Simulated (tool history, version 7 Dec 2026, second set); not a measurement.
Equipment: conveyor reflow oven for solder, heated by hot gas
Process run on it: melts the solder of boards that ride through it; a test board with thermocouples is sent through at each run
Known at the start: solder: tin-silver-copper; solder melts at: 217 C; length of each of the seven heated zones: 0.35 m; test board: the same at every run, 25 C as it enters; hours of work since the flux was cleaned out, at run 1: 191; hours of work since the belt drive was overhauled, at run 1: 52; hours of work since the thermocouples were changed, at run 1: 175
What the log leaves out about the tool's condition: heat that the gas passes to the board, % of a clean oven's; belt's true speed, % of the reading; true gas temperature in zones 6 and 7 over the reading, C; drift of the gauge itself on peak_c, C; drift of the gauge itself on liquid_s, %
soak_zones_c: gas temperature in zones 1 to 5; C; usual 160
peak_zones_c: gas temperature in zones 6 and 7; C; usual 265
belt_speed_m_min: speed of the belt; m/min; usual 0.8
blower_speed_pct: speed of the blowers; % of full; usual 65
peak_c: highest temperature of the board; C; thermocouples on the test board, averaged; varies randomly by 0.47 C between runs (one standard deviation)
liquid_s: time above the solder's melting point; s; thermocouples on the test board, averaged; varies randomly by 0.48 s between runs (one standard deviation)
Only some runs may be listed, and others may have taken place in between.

run   hour  soak_zones_c  peak_zones_c  belt_speed_m_min  blower_speed_pct  hours of work since the flux was cleaned out  hours of work since the belt drive was overhauled  hours of work since the thermocouples were changed  peak_c  liquid_s
  1      0           160           265               0.8                65                                           191                                                 52                                                 175   241.2      28.7
  2   16.4           160           265               0.8                81                                           202                                                 63                                                 186     244      29.6
  3   29.6           160           265               0.8                81                                           211                                                 72                                                 195   243.4      30.3
  4   41.1           160           265               0.8                81                                           218                                                 80                                                 202   243.3      30.2
  5   49.6           160           265               0.8                81                                           224                                                 86                                                 208   243.6      30.2
  6   60.1           160           265               0.8                81                                           231                                                 93                                                 215   242.2      30.1
  7   73.6           160           265               0.8                81                                           240                                                102                                                 224   243.1      30.9
  8   84.2           160           265               0.8                81                                           248                                                109                                                 232   243.9      30.1
  9     96           160           265               0.8                81                                           256                                                117                                                 240   242.7      30.5
 10    113           167           265               0.8                81                                           267                                                128                                                 251   244.1      33.5
 11  127.2           160           265               0.8                65                                           277                                                138                                                 261   239.1      28.1
 12  139.7           160           265               0.8                65                                           285                                                147                                                 269   239.4      26.9
 13  155.3           160           265               0.8                65                                           296                                                157                                                 280     239      26.4
 14  170.7           160           265              0.78                65                                           306                                                168                                                 290   241.5      29.3
 15  186.2           160           265             0.919                65                                           317                                                178                                                 301   232.5      17.4
 16  198.3           160           265             0.919                65                                           325                                                186                                                 309   232.6      17.8
 17  213.4           160           265             0.919                65                                           335                                                196                                                 319   233.1      17.8
 18  229.5           160           265             0.919                65                                           346                                                207                                                 330   233.4      17.3
 19  236.7           160           265             0.901                61                                           351                                                212                                                 335     232      17.7
 20  243.5           160           273              0.93                61                                           355                                                217                                                 339   237.7      20.5
 21  259.8           168           267             0.753                54                                           366                                                228                                                 350   242.2      31.9
     265.8  -- flux residue cleaned out of gas plates and filters
 22  279.2           168           267              0.91                71                                             9                                                238                                                 360   233.1      19.8
 23  296.2           151           265             0.736                65                                            21                                                249                                                 372   237.1        25
 24  310.4           171           263              0.76                61                                            30                                                259                                                 381   237.3      29.2
 25    327           171           263             0.801                54                                            41                                                270                                                 393   233.3      22.7
 26  340.5           148           272             0.757                58                                            51                                                279                                                 402     238      24.8
 27  351.5           148           272             0.757                58                                            58                                                287                                                 409   237.8      24.4
 28  361.2           160           265             0.773                65                                            65                                                293                                                 416   235.7      24.6
     370.3  -- flux residue cleaned out of gas plates and filters, once more
 29  375.1           160           265             0.773                65                                             3                                                299                                                 422   245.3      33.5
 30  389.2           161           278             0.687                65                                            13                                                309                                                 431     261      45.9
 31  398.6           161           278             0.687                65                                            19                                                315                                                 438   259.8      45.9

Across each entry between runs, compare the hidden state at the last listed run before it with the hidden state at the first listed run after it:
Logged between run 21 and run 22: flux residue cleaned out of gas plates and filters (hour 265.8)
  heat that the gas passes to the board, % of a clean oven's: 84.8 -> 75.8; belt's true speed, % of the reading: 99.44 -> 99.42; true gas temperature in zones 6 and 7 over the reading, C: 0.26 -> 0.28
  measured result minus the result with no hidden state, peak_c: -4 -> -9.2 C; liquid_s: -3.4 -> -7.8 s
Logged between run 28 and run 29: flux residue cleaned out of gas plates and filters, once more (hour 370.3)
  heat that the gas passes to the board, % of a clean oven's: 74 -> 98.8; belt's true speed, % of the reading: 99.28 -> 99.27; true gas temperature in zones 6 and 7 over the reading, C: 0.36 -> 0.37
  measured result minus the result with no hidden state, peak_c: -8.8 -> +0.2 C; liquid_s: -8.2 -> +0.4 s

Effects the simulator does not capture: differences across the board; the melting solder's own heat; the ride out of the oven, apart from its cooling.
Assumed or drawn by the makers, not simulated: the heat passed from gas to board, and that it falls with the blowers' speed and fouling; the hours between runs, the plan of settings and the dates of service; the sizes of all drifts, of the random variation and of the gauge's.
